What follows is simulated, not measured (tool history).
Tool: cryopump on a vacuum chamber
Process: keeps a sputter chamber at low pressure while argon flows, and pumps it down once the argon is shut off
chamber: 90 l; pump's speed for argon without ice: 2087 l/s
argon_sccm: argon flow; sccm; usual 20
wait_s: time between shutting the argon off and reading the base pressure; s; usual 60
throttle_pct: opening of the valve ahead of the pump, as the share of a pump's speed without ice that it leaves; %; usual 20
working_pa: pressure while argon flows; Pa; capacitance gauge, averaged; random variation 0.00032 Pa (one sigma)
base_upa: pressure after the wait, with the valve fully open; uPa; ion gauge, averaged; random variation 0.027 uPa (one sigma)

run,hour,argon_sccm,wait_s,throttle_pct,working_pa,base_upa
1,0,20,60,20,0.0841,1.52
2,84.5,20,60,20,0.0839,1.63
# hour 165.4: pump warmed up, emptied and cooled again
3,165.4,36,60,20,0.1461,1.5
4,233.4,36,60,20,0.1471,1.52
5,287.6,36,60,20,0.1469,1.52
6,368.2,23,60,20,0.094,1.56
7,410.2,23,60,20,0.0949,1.53
# hour 416.3: leaking fittings of the chamber tightened, without venting
8,503.8,23,60,20,0.0944,1.29
9,593.3,23,60,20,0.0954,1.19
10,677.6,20,223,20,0.0831,0.51
11,751.4,20,223,20,0.0828,0.53
12,826.2,20,223,20,0.0832,0.5
13,882.5,14,60,20,0.0584,1.29
14,958.7,14,60,20,0.058,1.25
15,1029.6,14,60,20,0.0581,1.32
16,1100.2,14,60,18,0.0653,1.31
17,1179.9,20,60,20,0.0844,1.39
18,1252.6,18,60,20,0.076,1.39
# hour 1272.4: pump warmed up, emptied and cooled again
19,1328.2,18,60,20,0.0736,1.3
20,1397.3,18,165,20,0.0736,0.7
21,1436,18,165,20,0.0736,0.68
22,1488,28,117,58,0.0407,0.84
23,1552.4,37,60,27,0.1134,1.37
24,1592.1,37,60,27,0.1126,1.33
25,1669,20,76,25,0.0668,1.15
26,1716.1,15,43,46,0.0275,1.76
27,1768.6,8,179,22,0.0303,0.72
28,1823.3,15,115,17,0.0735,0.88
29,1882.7,20,49,43,0.0396,1.71
30,1956,20,60,15,0.1102,1.4
31,2042.3,20,60,15,0.1104,1.44
32,2126,20,60,15,0.1108,1.44
33,2198.9,28,94,27,0.0875,1.09
34,2274.1,28,94,27,0.0887,1.12
35,2324.3,20,28,57,0.0318,2.81

Forecast each of these 3 alternatives for the next run:
# hour 2372: pump warmed up, emptied and cooled again
A,2392.6,24,202,24,?,?
# hour 2372: pump warmed up, emptied and cooled again
B,2392.6,20,56,57,?,?
# hour 2372: pump warmed up, emptied and cooled again
C,2392.6,9,108,47,?,?

run,working_pa,base_upa
A,0.0817,0.74
B,0.029,1.55
C,0.0158,1.03
Without the tool's hidden state the same runs would have given:
run,working_pa,base_upa
A,0.0809,0.46
B,0.0283,1.27
C,0.0155,0.75

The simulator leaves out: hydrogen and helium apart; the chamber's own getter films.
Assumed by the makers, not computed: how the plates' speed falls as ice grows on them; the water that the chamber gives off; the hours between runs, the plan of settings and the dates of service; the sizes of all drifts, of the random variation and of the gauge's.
